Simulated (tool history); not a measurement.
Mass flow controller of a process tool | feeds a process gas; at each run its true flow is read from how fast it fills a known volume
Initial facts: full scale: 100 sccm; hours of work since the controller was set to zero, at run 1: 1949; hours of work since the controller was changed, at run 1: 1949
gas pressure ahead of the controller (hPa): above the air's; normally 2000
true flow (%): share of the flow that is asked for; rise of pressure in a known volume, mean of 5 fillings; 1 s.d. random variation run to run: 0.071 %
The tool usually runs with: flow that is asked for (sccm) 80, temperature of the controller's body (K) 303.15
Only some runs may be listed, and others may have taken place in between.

run    hour  flow that is asked for (sccm)  gas pressure ahead of the controller (hPa)  temperature of the controller's body (K)  hours of work since the controller was set to zero  hours of work since the controller was changed  true flow (%)
  1       0                             80                                        2000                                    303.15                                                1949                                            1949         100.72
  2    82.9                             80                                        2000                                    303.15                                                2015                                            2015          100.7
  3   151.5                             80                                        2000                                    303.15                                                2070                                            2070         100.87
  4     251                             80                                        2000                                    303.15                                                2150                                            2150         100.77
  5   306.7                             80                                        2000                                    303.15                                                2194                                            2194         100.76
  6   357.6                             80                                        2000                                    303.15                                                2235                                            2235         100.81
  7   405.5                             80                                        2120                                    303.15                                                2273                                            2273         100.61
  8   480.5                             80                                        2000                                    303.15                                                2333                                            2333         100.69
  9   565.8                             80                                        2000                                    303.15                                                2401                                            2401         100.83
 10   638.6                             80                                        2000                                    303.15                                                2459                                            2459         100.92
 11   707.8                             80                                        2000                                    303.15                                                2514                                            2514         100.74
 12   797.6                             80                                        2000                                    303.15                                                2586                                            2586         100.83
 13   884.3                             11                                        2000                                    303.15                                                2655                                            2655          98.86
 14   967.3                             11                                        2000                                    303.15                                                2721                                            2721           98.9
 15  1056.8                             11                                        2000                                    303.15                                                2793                                            2793          98.87
 16  1141.6                             11                                        2000                                    303.15                                                2860                                            2860          98.76
 17  1234.6                             69                                        1640                                    298.15                                                2934                                            2934         100.46

Predict the results of run 18:
 18  1306.8                             69                                        1640                                    299.15                                                2992                                            2992              ?

true flow (%): 100.54
The same run, on a tool lacking any hidden state, would have yielded true flow (%) 100.05.
